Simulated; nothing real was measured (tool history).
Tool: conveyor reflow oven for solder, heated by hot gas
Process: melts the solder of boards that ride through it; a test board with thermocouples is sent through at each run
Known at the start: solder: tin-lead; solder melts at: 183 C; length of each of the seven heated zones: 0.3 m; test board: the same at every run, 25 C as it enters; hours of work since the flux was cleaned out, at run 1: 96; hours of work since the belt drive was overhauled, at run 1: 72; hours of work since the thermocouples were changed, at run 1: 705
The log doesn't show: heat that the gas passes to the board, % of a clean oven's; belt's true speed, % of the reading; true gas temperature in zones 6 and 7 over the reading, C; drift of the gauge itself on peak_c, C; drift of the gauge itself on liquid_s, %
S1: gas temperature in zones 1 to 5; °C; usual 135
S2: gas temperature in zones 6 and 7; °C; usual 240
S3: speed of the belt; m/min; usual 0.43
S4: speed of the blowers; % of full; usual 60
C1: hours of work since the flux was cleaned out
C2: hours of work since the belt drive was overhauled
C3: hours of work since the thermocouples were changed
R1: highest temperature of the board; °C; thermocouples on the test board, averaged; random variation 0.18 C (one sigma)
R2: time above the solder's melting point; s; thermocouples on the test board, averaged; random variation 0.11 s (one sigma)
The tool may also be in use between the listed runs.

run	hour	S1	S2	S3	S4	C1	C2	C3	R1	R2
1	0	135	240	0.43	60	96	72	705	220.4	64
2	6.2	126	240	0.43	60	100	75	709	218.4	59.3
3	15.4	135	240	0.43	60	104	80	713	220.4	63.8
4	27.6	135	240	0.384	60	110	86	720	224.1	75.4
5	38.5	135	240	0.43	60	116	91	725	220.7	63.7
# hour 52.3: thermocouples of zones 6 and 7 changed
6	52.4	135	251	0.43	60	122	97	0	230.2	70.6
7	61.8	135	251	0.43	60	127	102	5	229.8	70.5
8	67.6	135	251	0.43	60	130	105	8	230	70.8
9	78	135	251	0.43	60	135	110	13	230.1	70.6
10	86.9	135	251	0.43	60	140	115	18	229.8	70.6
11	93.4	135	251	0.43	60	143	118	21	230	70.7
12	99.7	135	251	0.43	60	146	122	24	230.5	70.6
13	110.3	134	240	0.43	60	152	127	30	220.3	63.4
14	116	134	240	0.43	60	155	130	33	220.2	63.4
15	121.4	134	240	0.43	60	157	133	35	220.5	63.5
16	132.6	121	240	0.43	60	163	138	41	218	56.9
17	142.8	121	240	0.43	60	168	144	46	218.1	56.8
18	154.6	135	240	0.496	80	174	150	52	219.2	54.4
19	162.3	135	240	0.496	80	178	154	56	219.5	54.3
20	175.1	135	240	0.496	80	185	160	63	219.4	54.3
21	183.3	135	240	0.375	61	189	164	67	225.2	78.1
# hour 189.4: flux residue cleaned out of gas plates and filters
22	198.9	127	240	0.405	61	5	170	72	221.7	66.1
23	211.4	135	250	0.449	82	11	176	79	232.1	69
24	220	135	250	0.449	82	16	180	83	232.1	69
25	225.4	135	240	0.473	60	18	183	86	216.8	54.7
26	234.5	135	240	0.473	60	23	188	91	216.8	54.7
27	239.6	135	240	0.463	60	26	190	93	217.8	56.9
28	247.2	142	248	0.463	60	30	194	97	226.2	65.6
29	253.5	135	253	0.5	55	33	198	100	223.8	56.4
30	258.8	140	253	0.5	51	35	200	103	223.7	57.9
31	269.1	140	254	0.422	54	41	206	108	233	75.7
32	279.1	140	254	0.422	54	46	211	113	233	75.7

Forecast each of these 3 alternatives for the next run:
A	288.6	135	240	0.508	67	51	216	118	?	?
B	288.6	135	234	0.43	59	51	216	118	?	?
C	288.6	127	252	0.426	54	51	216	118	?	?

run	R1	R2
A	215.8	49.8
B	215.3	59.2
C	228	67.2
Without the tool's hidden state the same runs would have given:
run	R1	R2
A	215.8	49.8
B	215.3	59.2
C	228	67.2

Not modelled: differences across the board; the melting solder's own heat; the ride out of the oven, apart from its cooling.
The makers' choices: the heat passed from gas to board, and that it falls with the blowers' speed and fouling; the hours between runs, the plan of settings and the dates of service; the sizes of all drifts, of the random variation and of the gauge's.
